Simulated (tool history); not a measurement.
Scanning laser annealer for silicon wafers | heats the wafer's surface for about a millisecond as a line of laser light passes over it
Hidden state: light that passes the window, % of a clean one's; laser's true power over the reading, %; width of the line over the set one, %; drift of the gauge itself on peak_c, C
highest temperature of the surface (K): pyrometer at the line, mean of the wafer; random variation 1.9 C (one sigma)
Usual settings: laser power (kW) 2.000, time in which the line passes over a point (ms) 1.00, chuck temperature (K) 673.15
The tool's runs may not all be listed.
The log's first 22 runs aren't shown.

run	day	laser power (kW)	time in which the line passes over a point (ms)	chuck temperature (K)	hours of work since the window was cleaned	hours of work since the power meter was calibrated	hours of work since the optics were aligned	highest temperature of the surface (K)
23	7.600	2.070	1.25	689.15	483	155	1058	1469.15
24	7.871	1.722	1.24	679.15	486	158	1062	1321.15
25	8.075	1.776	0.99	692.15	489	160	1064	1283.15
26	8.442	1.733	1.17	644.15	493	165	1068	1273.15
27	8.904	2.188	0.83	659.15	499	170	1074	1334.15
28	9.200	1.825	0.96	639.15	502	174	1078	1236.15
29	9.542	1.825	0.96	639.15	506	178	1082	1237.15
30	9.750	1.825	0.96	639.15	509	180	1084	1237.15
31	10.100	1.825	0.96	639.15	513	185	1088	1235.15
32	10.588	1.825	0.96	639.15	519	190	1094	1236.15
33	10.925	1.870	0.81	673.15	523	194	1098	1239.15
# day 11.433: optics aligned, line set to its width
34	11.458	1.870	0.81	673.15	527	198	0	1252.15
35	11.796	1.704	0.94	673.15	531	202	4	1238.15
36	12.200	1.704	0.94	673.15	536	207	9	1235.15
37	12.408	1.835	0.95	655.15	538	210	12	1267.15
38	12.633	2.106	1.00	649.15	541	212	14	1371.15
39	13.112	2.106	1.00	649.15	547	218	20	1369.15
40	13.438	2.000	1.00	657.15	550	222	24	1342.15

5 ways to go on from here, each from the tool as it stands after run 40. What would each give?
A	13.754	2.000	1.00	652.15	554	226	28	?
B	13.754	2.082	1.00	688.15	554	226	28	?
C	13.754	1.992	0.79	697.15	554	226	28	?
D	13.754	1.838	0.74	634.15	554	226	28	?
E	13.754	1.989	1.00	681.15	554	226	28	?

run	highest temperature of the surface (K)
A	1334.15
B	1401.15
C	1302.15
D	1173.15
E	1362.15
Without the tool's hidden state the same runs would have given:
run	highest temperature of the surface (K)
A	1375.15
B	1443.15
C	1338.15
D	1205.15
E	1402.15
